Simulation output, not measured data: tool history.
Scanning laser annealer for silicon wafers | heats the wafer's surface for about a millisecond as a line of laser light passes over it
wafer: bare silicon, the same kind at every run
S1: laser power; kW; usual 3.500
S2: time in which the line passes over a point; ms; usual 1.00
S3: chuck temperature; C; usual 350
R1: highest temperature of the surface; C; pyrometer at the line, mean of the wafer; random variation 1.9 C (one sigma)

Run 1, day 0.000: usual settings. Result: R1 1133 C.
Run 2, day 0.817: usual settings. Result: R1 1133 C.
Run 3, day 1.529: usual settings. Result: R1 1133 C.
Run 4, day 2.042: usual settings. Result: R1 1134 C.
Run 5, day 2.604: usual settings. Result: R1 1131 C.
Run 6, day 3.683: usual settings but S1 3.595 kW. Result: R1 1155 C.
Run 7, day 4.938: usual settings but S3 385 C. Result: R1 1169 C.
Run 8, day 6.183: usual settings but S3 311 C. Result: R1 1088 C.
Run 9, day 6.967: usual settings but S3 311 C. Result: R1 1086 C.
Run 10, day 8.150: usual settings but S3 311 C. Result: R1 1081 C.
Run 11, day 9.129: usual settings. Result: R1 1127 C.
Run 12, day 9.892: usual settings. Result: R1 1125 C.
Run 13, day 10.525: usual settings but S3 367 C. Result: R1 1143 C.
Run 14, day 11.262: usual settings. Result: R1 1123 C.
Run 15, day 12.308: usual settings. Result: R1 1119 C.
Run 16, day 13.450: usual settings. Result: R1 1123 C.
Run 17, day 14.417: usual settings. Result: R1 1120 C.
Run 18, day 15.521: usual settings. Result: R1 1115 C.
Run 19, day 16.750: usual settings. Result: R1 1117 C.
Run 20, day 17.975: usual settings. Result: R1 1113 C.
Run 21, day 19.042: usual settings. Result: R1 1114 C.
Run 22, day 20.292: usual settings but S2 0.97 ms. Result: R1 1100 C.
Run 23, day 21.329: usual settings but S1 3.433 kW, S2 0.82 ms, S3 341 C. Result: R1 1018 C.
Run 24, day 22.133: usual settings but S1 3.433 kW, S2 0.82 ms, S3 341 C. Result: R1 1019 C.
Run 25, day 22.725: usual settings but S1 3.314 kW, S2 0.82 ms, S3 341 C. Result: R1 990 C.
Run 26, day 23.621: usual settings but S1 3.001 kW, S2 0.71 ms, S3 362 C. Result: R1 900 C.
Run 27, day 24.775: usual settings but S1 3.841 kW, S2 0.87 ms, S3 315 C. Result: R1 1108 C.
Run 28, day 25.462: usual settings but S1 3.841 kW, S2 0.87 ms, S3 315 C. Result: R1 1105 C.
Run 29, day 26.525: usual settings but S1 3.495 kW, S3 351 C. Result: R1 1108 C.
Run 30, day 27.050: usual settings but S1 3.495 kW, S3 351 C. Result: R1 1106 C.
Run 31, day 27.808: usual settings but S1 3.495 kW, S3 351 C. Result: R1 1103 C.
Run 32, day 29.054: usual settings but S1 3.495 kW, S3 351 C. Result: R1 1100 C.
Run 33, day 29.642: usual settings but S1 3.495 kW, S3 351 C. Result: R1 1104 C.
Run 34, day 30.392: usual settings but S1 3.495 kW, S3 351 C. Result: R1 1101 C.
At day 31.279: window over the wafer cleaned.
Run 35, day 31.667: usual settings but S1 3.322 kW, S2 0.94 ms, S3 317 C. Result: R1 1028 C.
Run 36, day 32.617: usual settings but S1 3.322 kW, S2 0.94 ms, S3 317 C. Result: R1 1029 C.
Run 37, day 33.279: usual settings but S1 2.981 kW, S2 1.23 ms, S3 366 C. Result: R1 1079 C.
Run 38, day 34.050: usual settings but S1 3.537 kW, S3 379 C. Result: R1 1166 C.
Run 39, day 34.762: usual settings but S1 3.537 kW, S2 0.81 ms, S3 314 C. Result: R1 1025 C.
Run 40, day 35.583: usual settings but S1 3.537 kW, S2 0.81 ms, S3 314 C. Result: R1 1029 C.

Forecast each of these 5 alternatives for the next run:
Run A, day 36.412: usual settings but S1 3.699 kW, S2 1.20 ms, S3 347 C. Result: R1 ?.
Run B, day 36.412: usual settings but S1 3.537 kW, S2 0.81 ms, S3 389 C. Result: R1 ?.
Run C, day 36.412: usual settings but S1 3.843 kW, S2 0.87 ms, S3 352 C. Result: R1 ?.
Run D, day 36.412: usual settings but S1 3.224 kW, S3 379 C. Result: R1 ?.
Run E, day 36.412: usual settings but S1 3.140 kW, S2 0.71 ms. Result: R1 ?.

run    R1
  A  1250
  B  1100
  C  1161
  D  1081
  E   935
Without the tool's hidden state the same runs would have given:
run    R1
  A  1268
  B  1114
  C  1177
  D  1095
  E   946
